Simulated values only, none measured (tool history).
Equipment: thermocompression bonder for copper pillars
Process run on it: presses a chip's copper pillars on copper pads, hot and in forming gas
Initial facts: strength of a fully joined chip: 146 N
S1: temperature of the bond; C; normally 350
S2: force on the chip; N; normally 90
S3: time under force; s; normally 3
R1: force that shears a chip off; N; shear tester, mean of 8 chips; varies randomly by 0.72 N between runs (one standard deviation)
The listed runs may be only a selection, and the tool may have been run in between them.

run	hour	S1	S2	S3	R1
1	0.0	350	90	3	55.4
2	9.1	350	90	3	56.9
3	17.9	365	90	3	66.0
4	25.4	365	90	3	65.5
# hour 38.0: heater calibrated with a thermocouple chip
5	40.2	350	90	4	56.0
6	52.1	350	90	4	55.3
7	63.0	350	90	4	56.3
8	71.9	350	90	3	49.9
9	80.9	350	90	3	50.5
10	88.2	350	132	3	71.6
11	98.0	350	132	3	73.3
12	111.4	350	132	3	72.6
13	122.2	350	132	3	71.9
14	129.5	350	132	3	69.9
15	135.2	350	90	3	49.1
16	145.5	357	90	3	53.2
17	155.5	350	90	9	76.3
18	168.7	350	90	9	75.8
19	177.2	350	90	9	75.9
20	190.5	350	85	3	48.2
21	199.7	323	112	3	47.0
22	213.1	323	112	3	47.9
23	224.9	323	112	3	47.0
24	233.5	323	112	3	47.7
25	243.1	348	85	4	53.1
26	253.7	350	59	3	32.3
27	266.1	350	59	3	33.8
28	278.0	350	59	3	32.8
29	287.8	350	87	3	49.1
30	294.1	350	55	8	46.9
31	305.8	350	55	5	38.8
32	319.4	365	64	3	42.1

Predict each of these 3 candidate next runs independently; none follows another, all start after run 32:
A	326.4	365	64	2	?
B	326.4	359	68	7	?
C	326.4	356	64	6	?

run	R1
A	36.3
B	58.7
C	52.0
Without the tool's unlogged condition, the same runs would have read:
run	R1
A	36.8
B	59.8
C	52.9
